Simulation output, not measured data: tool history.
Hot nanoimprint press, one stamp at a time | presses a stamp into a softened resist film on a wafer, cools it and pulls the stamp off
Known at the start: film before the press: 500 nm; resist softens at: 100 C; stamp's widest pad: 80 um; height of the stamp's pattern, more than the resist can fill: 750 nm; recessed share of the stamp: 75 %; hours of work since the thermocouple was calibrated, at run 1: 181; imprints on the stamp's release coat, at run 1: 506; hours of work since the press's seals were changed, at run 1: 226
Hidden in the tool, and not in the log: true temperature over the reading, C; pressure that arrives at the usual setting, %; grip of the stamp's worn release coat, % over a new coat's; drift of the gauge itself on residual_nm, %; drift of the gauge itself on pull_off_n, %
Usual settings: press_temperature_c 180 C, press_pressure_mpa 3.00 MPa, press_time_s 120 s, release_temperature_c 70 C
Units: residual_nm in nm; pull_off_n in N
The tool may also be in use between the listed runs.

run	hour	press_temperature_c	press_pressure_mpa	press_time_s	release_temperature_c	hours of work since the thermocouple was calibrated	imprints on the stamp's release coat	hours of work since the press's seals were changed	residual_nm	pull_off_n
1	0.0	180	3.00	120	70	181	506	226	302.1	161
2	17.4	180	3.00	120	70	192	545	237	301.8	164
3	26.1	180	3.00	120	70	198	565	243	301.7	163
4	42.2	180	3.00	120	70	209	601	254	303.7	167
5	59.6	190	3.00	120	70	220	641	265	231.4	169
# hour 80.7: stamp cleaned and given a new release coat
6	83.1	190	3.00	120	70	231	5	276	232.5	150
7	99.3	190	3.00	120	70	242	42	287	234.2	151
8	107.6	186	3.00	120	70	247	61	292	260.0	152
9	125.1	186	3.00	85	70	259	100	304	291.9	152
10	135.8	180	3.00	120	70	266	124	311	306.9	154
11	147.6	184	3.00	120	70	274	151	319	275.3	154
12	156.1	184	3.00	120	70	279	170	324	275.5	154
13	173.3	184	3.00	120	70	291	209	336	277.6	155
# hour 177.3: plate thermocouple calibrated
14	189.8	184	3.00	120	70	8	240	344	281.9	160
15	207.2	184	3.00	120	70	20	279	356	281.8	162
16	223.1	178	3.00	120	76	30	315	366	329.9	144
17	237.1	190	2.94	120	59	39	347	375	243.9	194
# hour 254.3: plate thermocouple calibrated, once more
18	255.1	180	3.00	185	70	1	381	385	258.2	156
19	269.5	180	2.00	212	67	10	413	395	294.7	168
20	277.9	180	2.00	212	67	15	432	400	294.2	167
21	294.4	180	2.00	212	67	26	470	411	295.9	170
22	310.6	176	2.00	212	66	37	506	422	326.1	175
23	317.9	176	2.00	212	66	42	523	427	327.7	175
24	330.1	189	3.00	120	70	50	551	435	237.3	162
25	341.0	180	3.00	120	65	57	575	442	298.7	178
26	349.0	175	3.00	107	76	62	593	447	348.0	143
27	363.8	187	3.00	118	64	72	627	457	251.4	182
28	373.9	172	3.50	225	64	78	650	463	293.0	185
# hour 391.4: stamp cleaned and given a new release coat
29	392.9	180	2.03	206	69	87	3	472	298.2	152

Hidden state at the last listed run before each entry between runs and at the first one after, where it differs:
Between runs 5 and 6: stamp cleaned and given a new release coat (hour 80.7)
  true temperature over the reading, C: -0.88 -> -0.93; pressure that arrives at the usual setting, %: 98.26 -> 98.18; grip of the stamp's worn release coat, % over a new coat's: 11.6 -> 0.1
  measured less the result without the state, residual_nm: +7.2 -> +7.7 nm; pull_off_n: +20 -> +2 N
Between runs 13 and 14: plate thermocouple calibrated (hour 177.3)
  true temperature over the reading, C: -1.2 -> -2.01; pressure that arrives at the usual setting, %: 97.81 -> 97.75; grip of the stamp's worn release coat, % over a new coat's: 3.7 -> 4.3
  measured less the result without the state, residual_nm: +11.2 -> +17.2 nm; pull_off_n: +9 -> +12 N
Between runs 17 and 18: plate thermocouple calibrated, once more (hour 254.3)
  true temperature over the reading, C: -2.15 -> 0.02; pressure that arrives at the usual setting, %: 97.55 -> 97.49; grip of the stamp's worn release coat, % over a new coat's: 6.2 -> 6.8
  measured less the result without the state, residual_nm: +16.0 -> +2.9 nm; pull_off_n: +17 -> +10 N
Between runs 28 and 29: stamp cleaned and given a new release coat (hour 391.4)
  true temperature over the reading, C: -0.33 -> -0.37; pressure that arrives at the usual setting, %: 96.99 -> 96.93; grip of the stamp's worn release coat, % over a new coat's: 11.7 -> 0.1
  measured less the result without the state, residual_nm: +7.2 -> +5.4 nm; pull_off_n: +20 -> +1 N
